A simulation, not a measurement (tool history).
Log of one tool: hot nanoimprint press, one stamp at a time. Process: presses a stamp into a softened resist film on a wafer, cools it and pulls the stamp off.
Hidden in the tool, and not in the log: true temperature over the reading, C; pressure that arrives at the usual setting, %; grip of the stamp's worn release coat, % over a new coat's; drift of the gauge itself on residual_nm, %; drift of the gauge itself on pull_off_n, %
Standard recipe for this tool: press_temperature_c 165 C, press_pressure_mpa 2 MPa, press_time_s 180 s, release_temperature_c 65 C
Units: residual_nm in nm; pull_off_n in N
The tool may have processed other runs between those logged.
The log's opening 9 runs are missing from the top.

run    hour  press_temperature_c  press_pressure_mpa  press_time_s  release_temperature_c  hours of work since the thermocouple was calibrated  imprints on the stamp's release coat  hours of work since the press's seals were changed  residual_nm  pull_off_n
 10   500.9                  165                   2           180                     52                                                   93                                   177                                                 705          133         304
 11   549.2                  165                   2           180                     52                                                  112                                   328                                                 725        132.9         319
 12   605.2                  165                   2           180                     52                                                  135                                   502                                                 747        133.6         350
 13   650.3                  165                2.85           180                     65                                                  153                                   643                                                 766        113.8         271
 14   693.9                  165                1.74           180                     65                                                  171                                   779                                                 783        142.9         289
 15   747.2                  165                1.74           180                     65                                                  193                                   946                                                 805        142.9         305
      772.6  -- press's hydraulic seals changed and the load cell set to zero
 16   791.2                  163                2.09           180                     65                                                  207                                  1058                                                   8        135.9         321
 17   825.4                  163                2.09           180                     59                                                  221                                  1165                                                  21        136.6         373
 18   889.6                  163                   3           203                     59                                                  247                                  1365                                                  47        110.8         404
 19   935.8                  163                   3           203                     59                                                  266                                  1510                                                  66        109.9         415
      949.9  -- stamp cleaned and given a new release coat
 20   990.8                  166                2.51           220                     65                                                  285                                   127                                                  86          106         223
 21  1058.2                  176                2.92           309                     65                                                  313                                   338                                                 113         59.3         247
 22  1114.3                  176                2.92           309                     65                                                  335                                   513                                                 136         60.5         278
 23  1165.8                  168                1.69           180                     65                                                  356                                   673                                                 157          131         281
     1173.8  -- plate thermocouple calibrated
 24  1220.3                  160                1.73           273                     62                                                   19                                   834                                                 177        136.3         307

The next listed run, before its measurement:
 25  1261.6                  160                1.73           328                     65                                                   36                                   963                                                 194            ?           ?

{"run 25": {"residual_nm": 127.3, "pull_off_n": 302}}
On a tool with no hidden condition, and with the same random variation, this run would have come out at residual_nm 126.9 nm, pull_off_n 210 N.
